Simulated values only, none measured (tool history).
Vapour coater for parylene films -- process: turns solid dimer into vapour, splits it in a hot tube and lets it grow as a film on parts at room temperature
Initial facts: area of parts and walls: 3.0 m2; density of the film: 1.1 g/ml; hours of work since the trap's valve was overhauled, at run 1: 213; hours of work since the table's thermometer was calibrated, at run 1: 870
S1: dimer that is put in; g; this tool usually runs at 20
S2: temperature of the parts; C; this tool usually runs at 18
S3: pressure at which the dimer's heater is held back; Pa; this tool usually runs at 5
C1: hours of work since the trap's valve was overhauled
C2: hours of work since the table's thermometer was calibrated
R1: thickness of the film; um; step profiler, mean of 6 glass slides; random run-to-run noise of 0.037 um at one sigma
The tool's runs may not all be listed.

run     day  S1  S2     S3   C1    C2    R1
  1       0  20  18      5  213   870  3.85
  2   1.029  20  18      5  232   888  3.92
  3   2.362  20  18      5  256   913  3.84
  4   4.254  20  21      5  290   947  3.36
  5   5.512  20  18      5  313   970  3.93
  6   6.788  20  18      5  336   993  3.85
  7   7.988  20  18   6.28  357  1014  3.76
  8   9.488  20  18   6.28  385  1041  3.83
  9  10.783  20  18   6.28  408  1065  3.74
 10  11.825  23  18      5  427  1084  4.36
 11  13.462  23  18      5  457  1113  4.48
 12  15.408  23  18      5  492  1148  4.46
 13  17.079  20  21   3.82  522  1179  3.57
 14  18.033  14  17   4.95  539  1196  2.84
 15  19.596  14  10   4.95  567  1224  3.82
 16  21.167  20  19  10.67  596  1253  3.34
 17  22.854  20  19  10.67  626  1283  3.37
     23.183  -- trap's valve overhauled
 18  24.071  20  19  10.67   16  1302  3.38
 19  26.175  20  19  10.67   54  1340  3.38
 20  27.583  17  18   5.76   79  1365  3.22
 21  29.588  21  15  10.38  116  1402  4.25
 22  30.638  13  24   5.06  135  1421  1.97
 23  32.821  13  18   8.78  174  1460  2.35
 24  34.917  13  18   8.78  212  1498  2.37

Below are 5 alternative next runs, each starting from the tool's condition after run 24. Predict each:
  A  36.983  10  19  8.85  249  1535   ?
  B  36.983  22  24  6.83  249  1535   ?
  C  36.983  13  10  8.78  249  1535   ?
  D  36.983  24  18  3.46  249  1535   ?
  E  36.983  13  18  3.57  249  1535   ?

run    R1
  A  1.69
  B  3.22
  C  3.33
  D  4.91
  E  2.63
The same runs, with their run-to-run variation unchanged, on a tool lacking any hidden condition would have given:
run    R1
  A   1.7
  B  3.24
  C  3.34
  D  4.93
  E  2.64
